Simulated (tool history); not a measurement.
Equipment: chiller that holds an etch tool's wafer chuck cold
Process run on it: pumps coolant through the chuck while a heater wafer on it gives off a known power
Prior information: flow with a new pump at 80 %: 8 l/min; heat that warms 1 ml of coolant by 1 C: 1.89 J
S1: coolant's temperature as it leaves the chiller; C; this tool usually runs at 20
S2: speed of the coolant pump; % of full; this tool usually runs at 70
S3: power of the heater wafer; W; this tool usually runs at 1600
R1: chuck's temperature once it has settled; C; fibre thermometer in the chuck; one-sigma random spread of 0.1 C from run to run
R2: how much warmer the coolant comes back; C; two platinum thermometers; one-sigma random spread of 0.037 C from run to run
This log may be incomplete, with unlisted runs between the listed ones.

run,day,S1,S2,S3,R1,R2
1,0.000,20,70,1600,33.8,7.44
2,3.354,20,70,1600,33.4,7.38
3,6.692,20,70,1600,33.7,7.28
# day 7.071: chiller's thermometer calibrated
4,9.304,20,70,1600,33.7,7.34
5,11.996,20,70,1600,33.9,7.41
6,15.629,20,70,1600,33.8,7.28
7,19.788,16,70,1600,29.7,7.35
8,22.725,20,70,813,26.9,3.69
9,26.104,20,70,813,26.8,3.71
10,28.329,20,70,813,27.0,3.69
11,32.383,12,70,1600,25.6,7.28
12,35.592,12,70,1600,25.6,7.26
13,38.062,12,70,1600,25.7,7.31
14,41.392,12,70,1600,25.8,7.31
15,43.975,20,70,1138,29.7,5.07
16,47.129,11,80,1245,20.7,4.85
17,50.325,16,98,1950,29.1,6.10
18,53.438,18,92,1087,25.6,3.61
19,56.088,22,92,998,28.9,3.27
20,60.671,20,70,1038,28.9,4.62
21,65.408,20,70,1038,28.6,4.66
22,69.108,20,70,1038,28.8,4.62
# day 73.875: coolant changed, channels flushed
23,74.212,17,61,1600,32.1,8.46
24,77.404,17,61,1600,32.2,8.48
25,80.404,21,80,1239,30.5,4.72

4 ways to go on from here, each from the tool as it stands after run 25. What would each give?
A,85.067,17,66,2105,?,?
B,85.067,20,81,1251,?,?
C,85.067,20,83,2072,?,?
D,85.067,21,72,1239,?,?

run,R1,R2
A,35.7,10.17
B,29.6,4.62
C,35.8,7.73
D,31.4,5.29
With the hidden condition removed and each run's random variation left untouched, the same runs would have given:
run,R1,R2
A,35.7,10.36
B,29.6,4.82
C,35.7,7.92
D,31.4,5.49
